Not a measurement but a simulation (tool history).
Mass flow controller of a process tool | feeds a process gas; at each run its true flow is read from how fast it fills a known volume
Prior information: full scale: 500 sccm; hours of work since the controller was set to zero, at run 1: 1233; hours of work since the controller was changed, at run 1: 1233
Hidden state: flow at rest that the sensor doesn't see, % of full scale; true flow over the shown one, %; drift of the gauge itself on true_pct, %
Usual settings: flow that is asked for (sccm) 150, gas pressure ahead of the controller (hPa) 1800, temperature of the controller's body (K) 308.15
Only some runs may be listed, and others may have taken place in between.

run    hour  flow that is asked for (sccm)  gas pressure ahead of the controller (hPa)  temperature of the controller's body (K)  hours of work since the controller was set to zero  hours of work since the controller was changed  true flow (%)
  1       0                            150                                        1800                                    308.15                                                1233                                            1233         100.01
  2   153.6                             87                                        1800                                    308.15                                                1335                                            1335         100.27
  3   247.4                             87                                        1800                                    308.15                                                1396                                            1396         100.31
  4   389.1                             87                                        1660                                    308.15                                                1490                                            1490         100.43
  5   462.4                             87                                        1660                                    308.15                                                1538                                            1538         100.45
      472.2  -- controller's zero set anew
  6   591.5                             87                                        1660                                    308.15                                                  79                                            1622         100.65
  7   692.1                             87                                        1660                                    308.15                                                 145                                            1689         100.69
  8     829                            150                                        1800                                    294.15                                                 235                                            1779          98.49
  9   925.9                             84                                        2240                                    308.15                                                 299                                            1843         100.55
      954.1  -- controller's zero set anew, once more
 10  1081.2                            143                                        1800                                    299.15                                                  84                                            1944          97.78
 11  1231.5                             90                                        2630                                    299.15                                                 183                                            2043          97.28
 12  1361.8                            150                                        1970                                    299.15                                                 268                                            2129           97.8
 13  1453.3                            150                                        1970                                    299.15                                                 329                                            2189          97.78
 14    1563                            150                                        1970                                    299.15                                                 401                                            2262          97.76

What if the next run were any one of these 4? Each begins from the tool's condition after run 14:
  A  1688                            150                                        1730                                    299.15                                                 483                                            2344              ?
  B  1688                            144                                        1970                                    296.15                                                 483                                            2344              ?
  C  1688                             72                                        1800                                    308.15                                                 483                                            2344              ?
  D  1688                            110                                        1800                                    309.15                                                 483                                            2344              ?

run  true flow (%)
  A          97.84
  B          97.41
  C          98.87
  D          98.95
With the hidden condition removed and each run's random variation left untouched, the same runs would have given:
run  true flow (%)
  A          98.66
  B          98.21
  C          99.38
  D          99.66
